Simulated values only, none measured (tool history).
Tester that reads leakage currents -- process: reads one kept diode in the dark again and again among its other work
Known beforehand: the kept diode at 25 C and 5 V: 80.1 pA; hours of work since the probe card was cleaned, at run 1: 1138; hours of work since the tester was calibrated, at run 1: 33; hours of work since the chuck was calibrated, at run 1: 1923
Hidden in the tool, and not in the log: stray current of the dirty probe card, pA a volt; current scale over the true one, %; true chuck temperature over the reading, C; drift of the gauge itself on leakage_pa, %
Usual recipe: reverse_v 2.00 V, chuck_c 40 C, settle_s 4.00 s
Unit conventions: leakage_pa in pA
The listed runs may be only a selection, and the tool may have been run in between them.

run     day  reverse_v  chuck_c  settle_s  hours of work since the probe card was cleaned  hours of work since the tester was calibrated  hours of work since the chuck was calibrated  leakage_pa
  1   0.000       2.00       40      4.00                                            1138                                             33                                          1923      181.31
  2   1.246       2.00       40      4.00                                            1159                                             54                                          1944      181.93
  3   2.046       2.00       40      0.42                                            1173                                             68                                          1958      181.55
  4   2.917       2.00       40      0.42                                            1188                                             83                                          1973      182.30
      3.083  -- chuck's temperature calibrated
  5   4.008       2.00       40      4.00                                            1206                                            101                                            16      187.57
  6   4.792       2.00       40      4.00                                            1219                                            114                                            30      187.35
  7   5.858       2.00       40      4.00                                            1238                                            133                                            48      188.32
  8   6.588       2.00       40      4.00                                            1250                                            145                                            61      187.65
  9   7.738       3.65       36      2.18                                            1270                                            165                                            80      195.59
      8.500  -- chuck's temperature calibrated, once more
 10   8.646       3.65       38      5.13                                            1284                                            179                                             3      190.03
 11   9.483       3.65       38      5.13                                            1299                                            194                                            17      189.82
 12  10.738       3.65       38      5.13                                            1321                                            216                                            39      191.36

4 ways to go on from here, each from the tool as it stands after run 12. What would each give?
  A  11.812       2.00       40      1.49                                            1339                                            234                                            57           ?
  B  11.812       2.00       41      4.00                                            1339                                            234                                            57           ?
  C  11.812      11.88       26      0.80                                            1339                                            234                                            57           ?
  D  11.812       5.69       30      1.16                                            1339                                            234                                            57           ?

run  leakage_pa
  A      161.72
  B      171.80
  C      160.65
  D      139.44
Take away the tool's hidden state, keep each run's random variation, and the runs would have read:
run  leakage_pa
  A      156.89
  B      166.96
  C      136.13
  D      127.27

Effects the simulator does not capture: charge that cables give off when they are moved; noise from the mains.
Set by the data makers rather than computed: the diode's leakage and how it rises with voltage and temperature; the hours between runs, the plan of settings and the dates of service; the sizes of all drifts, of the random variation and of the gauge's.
